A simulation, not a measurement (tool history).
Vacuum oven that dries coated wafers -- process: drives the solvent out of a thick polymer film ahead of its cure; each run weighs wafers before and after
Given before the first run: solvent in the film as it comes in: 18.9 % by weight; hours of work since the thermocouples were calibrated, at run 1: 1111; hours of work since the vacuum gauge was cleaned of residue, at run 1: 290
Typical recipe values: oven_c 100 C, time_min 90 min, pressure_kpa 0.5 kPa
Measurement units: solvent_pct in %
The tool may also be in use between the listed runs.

run	hour	oven_c	time_min	pressure_kpa	hours of work since the thermocouples were calibrated	hours of work since the vacuum gauge was cleaned of residue	solvent_pct
1	0	100	90	0.5	1111	290	2.51
2	16.4	100	90	1.724	1122	300	4.13
3	32.8	101	90	0.5	1133	311	2.27
4	41.4	101	90	0.5	1139	317	2.3
5	54.6	101	90	0.5	1148	326	2.41
6	63.5	101	90	0.5	1154	332	2.5
7	75.8	101	90	0.5	1162	340	2.38
8	91	100	90	0.5	1172	350	2.77
9	99.1	87	90	0.5	1177	355	6.83
10	114.1	87	109	0.5	1187	366	5.76
11	127.7	87	109	0.5	1196	375	5.67
12	146.4	87	109	0.5	1209	387	5.72
13	161.3	100	90	0.5	1219	397	2.77
14	171.5	100	90	0.4	1225	404	2.59
15	184.5	100	90	0.4	1234	412	2.57
16	197.7	100	90	0.4	1243	421	2.54
17	206.6	100	90	0.4	1249	427	2.5
18	218.5	100	90	0.4	1257	435	2.65
19	236	100	90	0.5	1268	447	2.79
20	254.4	100	110	0.5	1280	459	2.16
21	267.5	100	110	0.5	1289	468	2.05
# hour 270.7: oven's thermocouples calibrated
22	278.8	100	55	0.5	5	474	5.5
23	289.3	100	55	0.5	12	481	5.34
24	303	100	55	0.5	22	490	5.43
25	321.8	100	119	0.5	34	502	2.06
26	338.2	93	63	0.5	45	513	7.03
27	353.1	97	52	0.5	55	523	6.84
# hour 362.3: oven's thermocouples calibrated, once more
28	367	97	52	0.5	3	531	5.49
29	380.3	94	95	1.139	12	540	4.35
30	394.1	107	95	1.139	21	549	1.71
31	405.1	114	160	0.545	28	556	0.52
32	420.3	114	160	1.296	39	567	1.21
33	429.2	98	48	0.341	45	573	5.52
34	438.4	98	86	0.847	51	579	3.39
35	453.1	98	86	0.847	60	588	3.45
36	465.6	87	90	0.829	69	597	6.66
37	484.2	87	90	0.829	81	609	6.85
38	503	95	90	0.452	94	622	3.41
39	518	98	58	0.452	104	632	4.9
40	532	98	58	0.664	113	641	4.97
41	541.9	115	88	0.406	119	647	0.56
42	561.3	113	162	1.956	132	660	1.87
43	570.5	86	136	0.5	139	667	4.6
44	588.8	86	136	0.5	151	679	4.54
45	604.1	114	136	0.309	161	689	0.52
46	623.7	114	136	0.309	174	702	0.45
47	634.4	90	65	1.016	181	709	7.62
48	642.7	100	45	0.5	187	715	5.38

3 ways to go on from here, each from the tool as it stands after run 48. What would each give?
A	655	97	52	0.439	195	723	?
B	655	100	45	0.794	195	723	?
C	655	111	73	0.975	195	723	?

run	solvent_pct
A	5.64
B	5.66
C	1.59
The same runs, with their run-to-run variation unchanged, on a tool lacking any hidden condition would have given:
run	solvent_pct
A	5.24
B	5.3
C	1.32
